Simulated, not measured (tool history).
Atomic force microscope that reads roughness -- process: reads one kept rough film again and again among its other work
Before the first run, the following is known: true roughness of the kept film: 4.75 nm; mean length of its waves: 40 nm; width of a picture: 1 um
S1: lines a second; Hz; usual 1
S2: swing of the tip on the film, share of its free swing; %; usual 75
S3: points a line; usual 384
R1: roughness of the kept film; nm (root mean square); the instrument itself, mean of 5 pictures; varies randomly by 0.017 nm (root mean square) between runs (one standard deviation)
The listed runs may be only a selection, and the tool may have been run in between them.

run,hour,S1,S2,S3,R1
1,0,1,75,384,4.148
2,6.2,3.78,75,384,3.636
3,14.2,3.78,75,384,3.606
4,18.7,1,75,601,4.051
5,24.7,1,75,601,4.043
6,29.3,1,65,384,4.072
7,34.8,2.19,75,384,3.828
8,43.7,2.19,75,384,3.769
9,50.5,2.19,75,384,3.76
10,54.5,2.19,75,714,3.732
11,59,1,82,384,3.881
12,66.8,1,82,384,3.826
13,76.1,1,75,384,3.912
14,82.5,1,75,384,3.89
15,91.3,1,75,566,3.833
16,97.2,1,82,384,3.754
17,101.6,1,87,384,3.691
18,110.7,1,75,384,3.736
19,115.4,1,75,384,3.755
20,119.7,1,75,384,3.742
21,124.3,1.38,75,275,3.68
22,132.4,1.15,78,521,3.675
23,139.2,1.15,78,521,3.65
24,148.2,1,66,729,3.768
25,154.4,1,66,729,3.732
26,160.1,3.76,66,941,3.472
27,167.7,3.76,66,941,3.451
# hour 174.3: new tip fitted
28,175.9,0.96,86,369,4.035
29,182.2,1,74,384,4.132
30,187,1,75,341,4.122
31,191.4,1,75,341,4.104
32,197.5,1,75,341,4.048
33,203.1,0.55,76,384,4.134
34,209.2,0.83,61,320,4.178
35,213.4,2.43,56,319,4.084
36,222.6,1.99,66,571,3.98

Each row is a separate what-if for the run after 36, all from the same tool condition, not one after another. Results?
A,230.2,1.55,78,571,?
B,230.2,1.12,66,373,?
C,230.2,1,75,357,?

run,R1
A,3.858
B,4.057
C,3.964
Stripped of hidden state, with their random variation kept, the same runs would have yielded:
run,R1
A,4.056
B,4.265
C,4.167
